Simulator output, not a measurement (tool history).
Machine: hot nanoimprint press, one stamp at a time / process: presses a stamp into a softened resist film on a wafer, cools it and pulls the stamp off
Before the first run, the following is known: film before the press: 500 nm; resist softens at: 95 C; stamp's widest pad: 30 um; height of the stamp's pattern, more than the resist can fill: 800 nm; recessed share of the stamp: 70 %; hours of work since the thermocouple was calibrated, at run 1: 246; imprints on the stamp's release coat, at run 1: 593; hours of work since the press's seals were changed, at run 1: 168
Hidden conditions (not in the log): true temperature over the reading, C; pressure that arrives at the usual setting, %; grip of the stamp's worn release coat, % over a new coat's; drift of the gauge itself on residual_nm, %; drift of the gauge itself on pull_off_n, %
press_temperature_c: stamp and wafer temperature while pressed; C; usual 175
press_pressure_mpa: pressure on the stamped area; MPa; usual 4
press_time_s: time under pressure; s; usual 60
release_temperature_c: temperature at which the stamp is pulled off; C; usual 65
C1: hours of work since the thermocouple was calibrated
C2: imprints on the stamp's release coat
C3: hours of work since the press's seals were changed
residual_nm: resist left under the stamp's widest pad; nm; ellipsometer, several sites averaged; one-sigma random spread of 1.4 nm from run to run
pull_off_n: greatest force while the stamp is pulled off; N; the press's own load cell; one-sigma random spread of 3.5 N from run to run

{"run": 1, "hour": 0.0, "press_temperature_c": 175, "press_pressure_mpa": 4, "press_time_s": 60, "release_temperature_c": 65, "C1": 246, "C2": 593, "C3": 168, "residual_nm": 233, "pull_off_n": 186}
{"run": 2, "hour": 8.2, "press_temperature_c": 175, "press_pressure_mpa": 4, "press_time_s": 60, "release_temperature_c": 54, "C1": 250, "C2": 606, "C3": 172, "residual_nm": 236.8, "pull_off_n": 208}
{"run": 3, "hour": 16.8, "press_temperature_c": 175, "press_pressure_mpa": 4, "press_time_s": 60, "release_temperature_c": 54, "C1": 254, "C2": 619, "C3": 176, "residual_nm": 236.4, "pull_off_n": 213}
{"run": 4, "hour": 25.4, "press_temperature_c": 175, "press_pressure_mpa": 4, "press_time_s": 60, "release_temperature_c": 54, "C1": 258, "C2": 632, "C3": 181, "residual_nm": 236.2, "pull_off_n": 205}
{"run": 5, "hour": 36.8, "press_temperature_c": 175, "press_pressure_mpa": 4, "press_time_s": 60, "release_temperature_c": 54, "C1": 264, "C2": 649, "C3": 186, "residual_nm": 239.2, "pull_off_n": 204}
{"run": 6, "hour": 48.7, "press_temperature_c": 175, "press_pressure_mpa": 4, "press_time_s": 60, "release_temperature_c": 54, "C1": 270, "C2": 668, "C3": 192, "residual_nm": 235, "pull_off_n": 211}
{"run": 7, "hour": 58.9, "press_temperature_c": 175, "press_pressure_mpa": 4, "press_time_s": 60, "release_temperature_c": 65, "C1": 275, "C2": 683, "C3": 198, "residual_nm": 237.7, "pull_off_n": 198}
{"run": 8, "hour": 75.2, "press_temperature_c": 175, "press_pressure_mpa": 5.51, "press_time_s": 60, "release_temperature_c": 57, "C1": 284, "C2": 708, "C3": 206, "residual_nm": 208.1, "pull_off_n": 207}
{"run": 9, "hour": 90.2, "press_temperature_c": 181, "press_pressure_mpa": 4.88, "press_time_s": 48, "release_temperature_c": 65, "C1": 291, "C2": 731, "C3": 214, "residual_nm": 200.7, "pull_off_n": 204}
{"hour": 94.3, "done": "plate thermocouple calibrated"}
{"run": 10, "hour": 106.0, "press_temperature_c": 166, "press_pressure_mpa": 4, "press_time_s": 60, "release_temperature_c": 53, "C1": 6, "C2": 751, "C3": 220, "residual_nm": 314.5, "pull_off_n": 217}
{"run": 11, "hour": 123.2, "press_temperature_c": 175, "press_pressure_mpa": 4, "press_time_s": 60, "release_temperature_c": 62, "C1": 15, "C2": 777, "C3": 229, "residual_nm": 244.1, "pull_off_n": 208}

Run 12 is up next; what results do you expect?
{"run": 12, "hour": 136.6, "press_temperature_c": 180, "press_pressure_mpa": 3.83, "press_time_s": 31, "release_temperature_c": 67, "C1": 22, "C2": 798, "C3": 236, "residual_nm": "?", "pull_off_n": "?"}

{"run 12": {"residual_nm": 277.8, "pull_off_n": 199}}
With no hidden state in the tool, this same run would have given residual_nm 257.9 nm, pull_off_n 166 N.
